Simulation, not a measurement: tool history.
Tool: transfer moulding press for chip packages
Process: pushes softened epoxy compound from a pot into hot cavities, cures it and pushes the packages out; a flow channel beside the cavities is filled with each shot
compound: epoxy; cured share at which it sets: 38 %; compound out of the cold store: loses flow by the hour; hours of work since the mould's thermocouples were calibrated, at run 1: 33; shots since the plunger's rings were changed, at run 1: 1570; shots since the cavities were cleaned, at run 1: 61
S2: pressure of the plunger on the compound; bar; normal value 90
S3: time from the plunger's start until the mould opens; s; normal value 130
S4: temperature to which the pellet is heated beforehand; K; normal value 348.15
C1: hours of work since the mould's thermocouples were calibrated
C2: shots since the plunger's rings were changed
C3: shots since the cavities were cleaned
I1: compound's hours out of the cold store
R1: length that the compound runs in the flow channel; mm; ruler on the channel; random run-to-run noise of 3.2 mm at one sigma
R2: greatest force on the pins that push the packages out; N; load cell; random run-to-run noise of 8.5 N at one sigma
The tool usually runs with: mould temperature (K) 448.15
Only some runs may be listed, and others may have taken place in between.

run 1 hour=0 | mould_temperature_(K)=448.15 S2=90 S3=130 S4=348.15 | C1=33 C2=1570 C3=61 | I1=13.3 | R1=819 R2=446
run 2 hour=15.3 | mould_temperature_(K)=448.15 S2=90 S3=130 S4=348.15 | C1=39 C2=1662 C3=153 | I1=20.9 | R1=789 R2=505
run 3 hour=33.4 | mould_temperature_(K)=448.15 S2=90 S3=130 S4=345.15 | C1=47 C2=1769 C3=260 | I1=38.9 | R1=711 R2=510
run 4 hour=52.6 | mould_temperature_(K)=448.15 S2=90 S3=130 S4=345.15 | C1=56 C2=1884 C3=375 | I1=44.7 | R1=688 R2=562
-- hour=74.4 cavities cleaned with cleaning compound and waxed
run 5 hour=83.7 | mould_temperature_(K)=448.15 S2=90 S3=130 S4=345.15 | C1=69 C2=2061 C3=56 | I1=18.6 | R1=783 R2=446
run 6 hour=107.3 | mould_temperature_(K)=455.15 S2=90 S3=130 S4=345.15 | C1=80 C2=2201 C3=196 | I1=15.9 | R1=771 R2=417
run 7 hour=129.6 | mould_temperature_(K)=455.15 S2=90 S3=130 S4=345.15 | C1=89 C2=2335 C3=330 | I1=43.5 | R1=667 R2=429
run 8 hour=145.5 | mould_temperature_(K)=448.15 S2=90 S3=130 S4=348.15 | C1=97 C2=2430 C3=425 | I1=10.9 | R1=815 R2=638
-- hour=158.6 cavities cleaned with cleaning compound and waxed
run 9 hour=166.1 | mould_temperature_(K)=448.15 S2=90 S3=130 S4=348.15 | C1=105 C2=2543 C3=45 | I1=47.8 | R1=671 R2=408
run 10 hour=179.3 | mould_temperature_(K)=448.15 S2=72 S3=130 S4=348.15 | C1=111 C2=2622 C3=124 | I1=15.7 | R1=713 R2=459
run 11 hour=209.5 | mould_temperature_(K)=448.15 S2=72 S3=130 S4=348.15 | C1=124 C2=2803 C3=305 | I1=24.9 | R1=676 R2=546
run 12 hour=226.8 | mould_temperature_(K)=448.15 S2=72 S3=130 S4=348.15 | C1=132 C2=2906 C3=408 | I1=23.6 | R1=678 R2=594
-- hour=243 cavities cleaned with cleaning compound and waxed
-- hour=247.9 plunger's sealing rings changed
run 13 hour=249.5 | mould_temperature_(K)=448.15 S2=72 S3=130 S4=348.15 | C1=140 C2=9 C3=24 | I1=38.7 | R1=651 R2=394
run 14 hour=268.7 | mould_temperature_(K)=448.15 S2=105.4 S3=164 S4=348.15 | C1=149 C2=124 C3=139 | I1=42.1 | R1=772 R2=356
run 15 hour=285 | mould_temperature_(K)=448.15 S2=102.6 S3=164 S4=340.15 | C1=156 C2=221 C3=236 | I1=45.5 | R1=747 R2=434
run 16 hour=305.2 | mould_temperature_(K)=441.15 S2=78.7 S3=164 S4=340.15 | C1=165 C2=342 C3=357 | I1=24.4 | R1=751 R2=589
-- hour=329.8 cavities cleaned with cleaning compound and waxed
run 17 hour=330.4 | mould_temperature_(K)=440.15 S2=90 S3=130 S4=342.15 | C1=175 C2=483 C3=3 | I1=17.8 | R1=833 R2=716
run 18 hour=350.5 | mould_temperature_(K)=442.15 S2=90 S3=130 S4=348.15 | C1=184 C2=603 C3=123 | I1=28.6 | R1=789 R2=654
run 19 hour=376.6 | mould_temperature_(K)=442.15 S2=90 S3=130 S4=348.15 | C1=196 C2=759 C3=279 | I1=30.2 | R1=776 R2=780
run 20 hour=395.2 | mould_temperature_(K)=447.15 S2=90 S3=161 S4=348.15 | C1=204 C2=870 C3=390 | I1=40.1 | R1=717 R2=474
-- hour=413.1 cavities cleaned with cleaning compound and waxed
run 21 hour=428.1 | mould_temperature_(K)=447.15 S2=90 S3=161 S4=348.15 | C1=218 C2=1057 C3=89 | I1=12.5 | R1=835 R2=374
run 22 hour=450 | mould_temperature_(K)=448.15 S2=80.6 S3=147 S4=348.15 | C1=228 C2=1188 C3=220 | I1=20.9 | R1=743 R2=454
run 23 hour=479.3 | mould_temperature_(K)=452.15 S2=90 S3=130 S4=348.15 | C1=241 C2=1363 C3=395 | I1=39.1 | R1=698 R2=493
-- hour=496.3 cavities cleaned with cleaning compound and waxed
run 24 hour=510.9 | mould_temperature_(K)=452.15 S2=90 S3=130 S4=348.15 | C1=254 C2=1542 C3=87 | I1=26.6 | R1=741 R2=368
run 25 hour=524.6 | mould_temperature_(K)=452.15 S2=84 S3=113 S4=351.15 | C1=260 C2=1624 C3=169 | I1=38 | R1=675 R2=462

Here are 4 independent what-if runs from the current tool condition. What would each one return?
run A hour=539.5 | mould_temperature_(K)=443.15 S2=90 S3=130 S4=348.15 | C1=267 C2=1713 C3=258 | I1=35.3 | R1=? R2=?
run B hour=539.5 | mould_temperature_(K)=455.15 S2=90 S3=130 S4=348.15 | C1=267 C2=1713 C3=258 | I1=46.1 | R1=? R2=?
run C hour=539.5 | mould_temperature_(K)=452.15 S2=84 S3=151 S4=351.15 | C1=267 C2=1713 C3=258 | I1=17.2 | R1=? R2=?
run D hour=539.5 | mould_temperature_(K)=452.15 S2=84 S3=113 S4=338.15 | C1=267 C2=1713 C3=258 | I1=21.6 | R1=? R2=?

run=A R1=742 R2=690
run=B R1=666 R2=408
run=C R1=760 R2=406
run=D R1=734 R2=559
Without the tool's hidden state the same runs would have given:
run=A R1=760 R2=505
run=B R1=683 R2=297
run=C R1=779 R2=296
run=D R1=753 R2=408

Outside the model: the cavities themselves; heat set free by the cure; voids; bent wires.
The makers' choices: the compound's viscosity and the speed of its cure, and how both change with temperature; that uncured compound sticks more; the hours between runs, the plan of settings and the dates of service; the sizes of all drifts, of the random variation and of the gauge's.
